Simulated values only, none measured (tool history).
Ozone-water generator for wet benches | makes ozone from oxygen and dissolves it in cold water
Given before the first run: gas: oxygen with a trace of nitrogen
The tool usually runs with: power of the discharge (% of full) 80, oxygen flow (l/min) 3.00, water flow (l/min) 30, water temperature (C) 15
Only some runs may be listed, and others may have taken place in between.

run   hour  power of the discharge (% of full)  oxygen flow (l/min)  water flow (l/min)  water temperature (C)  dissolved ozone (ppm)  ozone in the gas ahead of the water (g/m3)
  1    0.0                                  80                 3.00                  30                     15                   11.5                                       173.9
  2   69.9                                  80                 3.00                  30                     15                   11.8                                       173.8
  3  136.7                                  80                 3.00                  30                     15                   11.8                                       173.4
  4  186.4                                  80                 3.00                  30                     15                   11.7                                       173.1
  5  256.3                                  80                 3.00                  30                     23                   11.0                                       172.6
  6  300.3                                  80                 3.00                  30                     23                   10.8                                       172.4
  7  360.0                                  80                 3.00                  30                     23                   10.8                                       171.6
  8  405.1                                  80                 3.00                  30                     23                   10.9                                       172.5
  9  480.6                                  80                 3.00                  30                     23                   10.9                                       172.7
 10  553.4                                  47                 3.00                  30                     22                    6.7                                       107.1
 11  611.4                                  47                 3.73                  28                      8                    8.4                                        94.6
 12  684.7                                  47                 3.73                  28                      8                    8.7                                        94.7
 13  751.1                                  47                 3.73                  28                      8                    8.6                                        93.4
 14  808.1                                  47                 1.67                  28                     17                    6.6                                       147.4
 15  850.5                                  89                 2.92                  19                      8                   20.5                                       191.1

Expected results for the next run?
 16  884.9                                  80                 3.00                  18                     15                      ?                                           ?

dissolved ozone (ppm): 18.2
ozone in the gas ahead of the water (g/m3): 170.5
Were there no unlogged condition in the tool, this run, its random variation unchanged, would have produced dissolved ozone (ppm) 18.2, ozone in the gas ahead of the water (g/m3) 175.1.
